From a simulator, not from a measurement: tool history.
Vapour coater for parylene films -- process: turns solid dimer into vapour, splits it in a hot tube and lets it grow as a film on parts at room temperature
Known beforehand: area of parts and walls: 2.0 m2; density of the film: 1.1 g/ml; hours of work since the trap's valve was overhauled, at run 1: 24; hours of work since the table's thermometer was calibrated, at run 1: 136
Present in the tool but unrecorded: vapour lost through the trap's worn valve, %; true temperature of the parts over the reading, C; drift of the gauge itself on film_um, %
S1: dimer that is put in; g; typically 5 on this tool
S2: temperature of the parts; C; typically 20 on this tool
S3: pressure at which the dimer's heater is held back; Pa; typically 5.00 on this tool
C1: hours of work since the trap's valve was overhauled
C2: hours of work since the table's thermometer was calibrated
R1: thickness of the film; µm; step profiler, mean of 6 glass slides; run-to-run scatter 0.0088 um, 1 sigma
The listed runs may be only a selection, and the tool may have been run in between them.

run   hour  S1  S2    S3   C1   C2     R1
  1    0.0   5  20  5.00   24  136  1.615
  2   13.8   5  20  5.00   35  147  1.601
  3   33.2   5  20  5.00   50  163  1.614
  4   45.9   5  20  5.00   60  172  1.604
  5   69.9   5  20  5.00   79  191  1.604
  6   82.5   5  20  5.00   89  201  1.607
  7  100.1   5  20  5.00  103  215  1.614
  8  119.9   5  20  5.00  119  231  1.602
  9  136.6   5  16  5.00  132  244  1.708
 10  153.9   5  20  5.00  145  258  1.596
 11  173.1   5  20  5.00  161  273  1.598
 12  187.4   5  20  5.00  172  284  1.602
 13  207.0   5  20  5.00  187  300  1.592
 14  230.1   5  20  5.00  206  318  1.580
 15  256.4   5  24  5.00  226  338  1.483
 16  273.7   2  26  5.75  240  352  0.568
 17  288.6   2  26  5.75  252  364  0.568
 18  300.3   2  13  2.16  261  373  0.739
 19  315.7   2  13  2.16  273  385  0.735
 20  328.0   5  17  2.60  283  395  1.699
 21  345.6   3  17  2.77  297  409  1.027
 22  370.6   5  15  2.40  316  428  1.763
 23  390.0   2  22  3.84  332  444  0.611
 24  403.7   8  13  7.29  342  455  2.690
 25  424.5   8  13  7.29  359  471  2.708
 26  448.3   2  23  6.01  378  490  0.597
 27  472.7   3  14  5.00  397  509  1.014
 28  495.2   3  18  2.32  415  527  1.000
 29  509.3   3  13  5.00  426  538  1.024

4 ways to go on from here, each from the tool as it stands after run 29. What would each give?
  A  528.8   5  17  7.47  441  553   ?
  B  528.8   4  18  5.00  441  553   ?
  C  528.8   3  19  3.62  441  553   ?
  D  528.8   7  12  6.23  441  553   ?

run     R1
  A  1.570
  B  1.265
  C  0.951
  D  2.388
Stripped of hidden state, with their random variation kept, the same runs would have yielded:
run     R1
  A  1.675
  B  1.350
  C  1.015
  D  2.548

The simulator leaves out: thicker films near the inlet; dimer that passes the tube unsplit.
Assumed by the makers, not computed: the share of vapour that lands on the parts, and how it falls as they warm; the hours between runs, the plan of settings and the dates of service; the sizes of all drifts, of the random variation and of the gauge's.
